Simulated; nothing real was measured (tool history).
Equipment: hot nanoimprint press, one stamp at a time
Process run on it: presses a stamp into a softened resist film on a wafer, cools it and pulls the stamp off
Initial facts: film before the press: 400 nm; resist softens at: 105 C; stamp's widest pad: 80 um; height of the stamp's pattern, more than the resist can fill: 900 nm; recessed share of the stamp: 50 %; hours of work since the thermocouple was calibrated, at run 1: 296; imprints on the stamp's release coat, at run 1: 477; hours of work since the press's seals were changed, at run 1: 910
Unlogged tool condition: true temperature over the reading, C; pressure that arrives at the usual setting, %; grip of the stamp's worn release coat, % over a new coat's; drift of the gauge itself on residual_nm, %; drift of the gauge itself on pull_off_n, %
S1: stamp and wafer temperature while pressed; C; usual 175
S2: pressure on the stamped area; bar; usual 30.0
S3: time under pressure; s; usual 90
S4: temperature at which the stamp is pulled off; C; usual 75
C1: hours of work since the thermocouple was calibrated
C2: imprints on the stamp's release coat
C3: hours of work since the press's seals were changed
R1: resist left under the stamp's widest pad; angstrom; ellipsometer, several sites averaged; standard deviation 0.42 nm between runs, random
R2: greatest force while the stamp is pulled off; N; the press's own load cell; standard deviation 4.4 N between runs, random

run 1 hour=0.0 | S1=175 S2=30.0 S3=90 S4=75 | C1=296 C2=477 C3=910 | R1=2238 R2=210
run 2 hour=47.6 | S1=175 S2=39.0 S3=90 S4=75 | C1=322 C2=643 C3=936 | R1=1984 R2=216
run 3 hour=80.8 | S1=175 S2=36.5 S3=90 S4=75 | C1=340 C2=759 C3=955 | R1=2039 R2=218
run 4 hour=121.1 | S1=175 S2=36.5 S3=90 S4=75 | C1=362 C2=900 C3=977 | R1=2050 R2=217
run 5 hour=156.4 | S1=175 S2=36.5 S3=90 S4=75 | C1=382 C2=1023 C3=996 | R1=2048 R2=222
run 6 hour=206.1 | S1=175 S2=30.0 S3=90 S4=75 | C1=409 C2=1197 C3=1023 | R1=2244 R2=216
run 7 hour=261.2 | S1=175 S2=30.0 S3=90 S4=75 | C1=439 C2=1389 C3=1053 | R1=2244 R2=217
-- hour=282.0 plate thermocouple calibrated
-- hour=302.3 stamp cleaned and given a new release coat
run 8 hour=302.3 | S1=175 S2=30.0 S3=90 S4=75 | C1=8 C2=0 C3=1071 | R1=2258 R2=213
run 9 hour=326.1 | S1=175 S2=30.0 S3=90 S4=75 | C1=21 C2=83 C3=1083 | R1=2259 R2=212
run 10 hour=353.6 | S1=175 S2=30.0 S3=90 S4=75 | C1=36 C2=179 C3=1098 | R1=2246 R2=216
run 11 hour=409.5 | S1=175 S2=30.0 S3=90 S4=75 | C1=66 C2=374 C3=1129 | R1=2257 R2=213
run 12 hour=462.1 | S1=175 S2=30.0 S3=90 S4=75 | C1=95 C2=558 C3=1158 | R1=2251 R2=216
run 13 hour=492.0 | S1=175 S2=47.3 S3=90 S4=75 | C1=111 C2=662 C3=1174 | R1=1818 R2=222
run 14 hour=536.2 | S1=175 S2=47.3 S3=90 S4=75 | C1=135 C2=817 C3=1198 | R1=1825 R2=218
-- hour=548.5 press's hydraulic seals changed and the load cell set to zero
run 15 hour=570.6 | S1=175 S2=30.0 S3=90 S4=75 | C1=150 C2=909 C3=12 | R1=2260 R2=209
run 16 hour=604.8 | S1=166 S2=20.7 S3=127 S4=76 | C1=168 C2=1028 C3=31 | R1=3199 R2=220
run 17 hour=649.1 | S1=171 S2=20.7 S3=106 S4=76 | C1=193 C2=1183 C3=55 | R1=2877 R2=220

Forecast run 18:
run 18 hour=694.6 | S1=166 S2=41.3 S3=106 S4=61 | C1=217 C2=1342 C3=80 | R1=? R2=?

Run 18 yielded R1 2677 angstrom, R2 239 N.
Minus the tool's unlogged condition, the same run would have read R1 2643 angstrom, R2 236 N.

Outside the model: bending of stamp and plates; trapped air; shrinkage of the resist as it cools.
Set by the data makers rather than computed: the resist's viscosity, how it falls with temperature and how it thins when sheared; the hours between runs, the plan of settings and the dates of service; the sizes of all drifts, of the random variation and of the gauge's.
